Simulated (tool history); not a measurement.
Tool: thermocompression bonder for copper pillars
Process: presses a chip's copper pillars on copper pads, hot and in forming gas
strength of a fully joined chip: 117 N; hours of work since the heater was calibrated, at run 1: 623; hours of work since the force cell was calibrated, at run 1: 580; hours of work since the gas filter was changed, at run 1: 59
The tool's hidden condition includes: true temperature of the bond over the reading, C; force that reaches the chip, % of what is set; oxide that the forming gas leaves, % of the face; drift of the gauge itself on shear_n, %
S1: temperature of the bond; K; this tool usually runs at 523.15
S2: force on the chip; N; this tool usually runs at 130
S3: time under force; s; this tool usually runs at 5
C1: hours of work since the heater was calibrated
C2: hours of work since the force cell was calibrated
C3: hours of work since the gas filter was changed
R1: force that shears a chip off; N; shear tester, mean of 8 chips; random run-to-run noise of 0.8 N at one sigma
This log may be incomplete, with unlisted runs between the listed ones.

Run 1, hour 0.0: usual settings; C1 623; C2 580; C3 59. Result: R1 71.2 N.
Run 2, hour 13.8: usual settings; C1 630; C2 588; C3 67. Result: R1 71.6 N.
Run 3, hour 42.6: usual settings; C1 645; C2 603; C3 82. Result: R1 70.3 N.
Run 4, hour 62.3: usual settings but S3 12 s; C1 656; C2 614; C3 92. Result: R1 90.7 N.
Run 5, hour 82.4: usual settings but S3 12 s; C1 667; C2 624; C3 103. Result: R1 90.0 N.
Run 6, hour 108.6: usual settings but S3 12 s; C1 681; C2 638; C3 117. Result: R1 89.5 N.
Run 7, hour 123.8: usual settings but S3 12 s; C1 689; C2 646; C3 125. Result: R1 88.1 N.
Run 8, hour 150.5: usual settings but S1 536.15 K, S3 12 s; C1 703; C2 661; C3 140. Result: R1 96.9 N.
Run 9, hour 176.7: usual settings; C1 717; C2 675; C3 154. Result: R1 72.1 N.
Run 10, hour 204.2: usual settings; C1 732; C2 689; C3 168. Result: R1 70.8 N.
Run 11, hour 228.6: usual settings; C1 745; C2 702; C3 181. Result: R1 71.7 N.
Run 12, hour 253.3: usual settings; C1 758; C2 715; C3 194. Result: R1 70.7 N.
At hour 271.0: heater calibrated with a thermocouple chip.
Run 13, hour 272.4: usual settings but S3 4 s; C1 1; C2 725; C3 204. Result: R1 67.4 N.
Run 14, hour 287.2: usual settings; C1 9; C2 733; C3 211. Result: R1 72.7 N.
Run 15, hour 312.3: usual settings but S1 538.15 K; C1 22; C2 746; C3 225. Result: R1 81.6 N.
Run 16, hour 339.7: usual settings but S1 499.15 K, S2 172 N, S3 3 s; C1 37; C2 760; C3 239. Result: R1 60.1 N.
Run 17, hour 366.9: usual settings but S1 545.15 K, S2 172 N; C1 51; C2 775; C3 254. Result: R1 98.6 N.
Run 18, hour 379.3: usual settings but S1 544.15 K, S2 103 N; C1 58; C2 782; C3 261. Result: R1 70.4 N.
Run 19, hour 398.2: usual settings but S1 508.15 K, S2 137 N, S3 10 s; C1 68; C2 792; C3 271. Result: R1 79.6 N.
Run 20, hour 411.2: usual settings but S1 508.15 K, S2 137 N, S3 10 s; C1 75; C2 799; C3 278. Result: R1 78.4 N.
Run 21, hour 428.1: usual settings but S2 137 N, S3 10 s; C1 84; C2 808; C3 287. Result: R1 90.6 N.
Run 22, hour 454.4: usual settings but S1 531.15 K, S2 115 N, S3 10 s; C1 98; C2 822; C3 301. Result: R1 84.4 N.
Run 23, hour 476.7: usual settings but S1 531.15 K, S2 102 N, S3 10 s; C1 110; C2 834; C3 313. Result: R1 76.0 N.
Run 24, hour 499.7: usual settings but S1 512.15 K, S2 122 N; C1 122; C2 846; C3 325. Result: R1 59.8 N.
Run 25, hour 513.2: usual settings but S1 521.15 K, S2 97 N, S3 10 s; C1 129; C2 853; C3 332. Result: R1 66.9 N.
Run 26, hour 542.3: usual settings but S1 522.15 K, S2 97 N, S3 10 s; C1 145; C2 869; C3 348. Result: R1 67.3 N.
Run 27, hour 569.1: usual settings but S1 526.15 K, S2 119 N, S3 3 s; C1 159; C2 883; C3 362. Result: R1 56.5 N.
Run 28, hour 584.2: usual settings but S1 498.15 K; C1 167; C2 891; C3 370. Result: R1 54.0 N.
Run 29, hour 603.1: usual settings but S1 498.15 K; C1 177; C2 901; C3 380. Result: R1 53.4 N.

Hidden state at the last listed run before each entry between runs and at the first one after, where it differs:
In the gap between runs 12 and 13: heater calibrated with a thermocouple chip (hour 271.0)
  true temperature of the bond over the reading, C: -0.4 -> 0; oxide that the forming gas leaves, % of the face: 0.79 -> 0.8
